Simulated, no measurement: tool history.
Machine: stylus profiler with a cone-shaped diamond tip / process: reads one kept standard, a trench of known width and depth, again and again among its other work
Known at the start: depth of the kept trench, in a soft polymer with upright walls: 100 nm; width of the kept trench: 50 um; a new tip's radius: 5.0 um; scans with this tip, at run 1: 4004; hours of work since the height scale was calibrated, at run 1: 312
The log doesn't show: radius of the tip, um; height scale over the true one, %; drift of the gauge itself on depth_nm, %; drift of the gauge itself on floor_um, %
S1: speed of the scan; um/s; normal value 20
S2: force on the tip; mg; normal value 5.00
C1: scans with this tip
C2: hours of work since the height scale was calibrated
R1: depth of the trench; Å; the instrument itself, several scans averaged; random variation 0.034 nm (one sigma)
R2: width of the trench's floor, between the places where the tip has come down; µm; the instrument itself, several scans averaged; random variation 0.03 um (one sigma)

Run 1, hour 0.0: usual settings; C1 4004; C2 312. Result: R1 1024.2 Å, R2 47.81 µm.
Run 2, hour 12.2: usual settings but S2 11.49 mg; C1 4095; C2 319. Result: R1 1042.1 Å, R2 47.82 µm.
Run 3, hour 29.2: usual settings but S2 3.95 mg; C1 4223; C2 329. Result: R1 1020.9 Å, R2 47.79 µm.
Run 4, hour 43.5: usual settings; C1 4331; C2 337. Result: R1 1024.8 Å, R2 47.76 µm.
Run 5, hour 61.6: usual settings; C1 4466; C2 348. Result: R1 1024.4 Å, R2 47.80 µm.
Run 6, hour 81.0: usual settings but S1 8 um/s; C1 4612; C2 359. Result: R1 1024.0 Å, R2 47.79 µm.
Run 7, hour 92.8: usual settings; C1 4700; C2 366. Result: R1 1024.8 Å, R2 47.83 µm.
Run 8, hour 101.5: usual settings; C1 4766; C2 371. Result: R1 1024.3 Å, R2 47.77 µm.
Run 9, hour 110.3: usual settings; C1 4832; C2 376. Result: R1 1024.0 Å, R2 47.79 µm.
Run 10, hour 127.4: usual settings; C1 4961; C2 386. Result: R1 1025.3 Å, R2 47.82 µm.
Run 11, hour 137.0: usual settings; C1 5033; C2 392. Result: R1 1024.5 Å, R2 47.77 µm.
Run 12, hour 156.7: usual settings but S1 6 um/s; C1 5180; C2 403. Result: R1 1025.0 Å, R2 47.77 µm.
Run 13, hour 175.9: usual settings but S1 9 um/s; C1 5325; C2 415. Result: R1 1024.8 Å, R2 47.82 µm.
Run 14, hour 194.0: usual settings; C1 5461; C2 425. Result: R1 1024.6 Å, R2 47.77 µm.
At hour 196.1: height scale calibrated on a step standard.
Run 15, hour 206.5: usual settings but S2 7.28 mg; C1 5551; C2 6. Result: R1 1031.6 Å, R2 47.71 µm.
Run 16, hour 224.7: usual settings; C1 5688; C2 17. Result: R1 1024.4 Å, R2 47.75 µm.
At hour 226.6: height scale calibrated on a step standard, once more.
Run 17, hour 241.1: usual settings but S2 4.05 mg; C1 5807; C2 9. Result: R1 1021.2 Å, R2 47.75 µm.
Run 18, hour 256.5: usual settings but S1 62 um/s; C1 5923; C2 18. Result: R1 1024.0 Å, R2 47.68 µm.
Run 19, hour 267.1: usual settings but S1 62 um/s, S2 3.64 mg; C1 6002; C2 24. Result: R1 1018.8 Å, R2 47.59 µm.
Run 20, hour 284.7: usual settings but S1 76 um/s, S2 10.73 mg; C1 6135; C2 34. Result: R1 1039.8 Å, R2 47.69 µm.
Run 21, hour 302.4: usual settings but S1 14 um/s; C1 6268; C2 44. Result: R1 1023.7 Å, R2 47.72 µm.
Run 22, hour 311.1: usual settings but S1 48 um/s, S2 10.17 mg; C1 6333; C2 49. Result: R1 1038.7 Å, R2 47.74 µm.
Run 23, hour 324.1: usual settings but S1 48 um/s, S2 10.17 mg; C1 6431; C2 57. Result: R1 1038.8 Å, R2 47.68 µm.
Run 24, hour 335.7: usual settings but S2 2.30 mg; C1 6518; C2 64. Result: R1 1014.1 Å, R2 47.69 µm.
Run 25, hour 344.8: usual settings but S2 2.30 mg; C1 6586; C2 69. Result: R1 1014.0 Å, R2 47.75 µm.
Run 26, hour 362.8: usual settings but S2 13.01 mg; C1 6721; C2 80. Result: R1 1046.5 Å, R2 47.71 µm.
Run 27, hour 380.8: usual settings but S1 58 um/s, S2 13.49 mg; C1 6856; C2 90. Result: R1 1047.4 Å, R2 47.67 µm.
Run 28, hour 394.8: usual settings but S1 28 um/s, S2 4.24 mg; C1 6962; C2 98. Result: R1 1022.0 Å, R2 47.62 µm.
Run 29, hour 402.9: usual settings but S1 28 um/s, S2 4.24 mg; C1 7022; C2 103. Result: R1 1021.3 Å, R2 47.60 µm.
Run 30, hour 416.3: usual settings but S1 5 um/s, S2 10.81 mg; C1 7123; C2 111. Result: R1 1040.3 Å, R2 47.74 µm.
Run 31, hour 428.8: usual settings but S1 22 um/s, S2 9.46 mg; C1 7217; C2 118. Result: R1 1038.2 Å, R2 47.70 µm.
Run 32, hour 441.3: usual settings but S1 12 um/s, S2 7.78 mg; C1 7311; C2 126. Result: R1 1032.7 Å, R2 47.66 µm.
Run 33, hour 456.5: usual settings but S1 52 um/s, S2 6.18 mg; C1 7425; C2 135. Result: R1 1027.9 Å, R2 47.66 µm.

What differs in the tool's unlogged condition from the final listed run ahead of each entry between runs to the first listed run following it?
Runs 14 to 15: height scale calibrated on a step standard (hour 196.1)
  radius of the tip, um: 6.19 -> 6.21; height scale over the true one, %: 0.024 -> 0.035
  difference, measured minus the result without the unlogged condition, R1: +0.3 -> +0.3 Å; R2: -0.22 -> -0.23 µm
Runs 16 to 17: height scale calibrated on a step standard, once more (hour 226.6)
  radius of the tip, um: 6.23 -> 6.25; height scale over the true one, %: 0.037 -> -0.029
  difference, measured minus the result without the unlogged condition, R1: +0.4 -> -0.3 Å; R2: -0.24 -> -0.24 µm
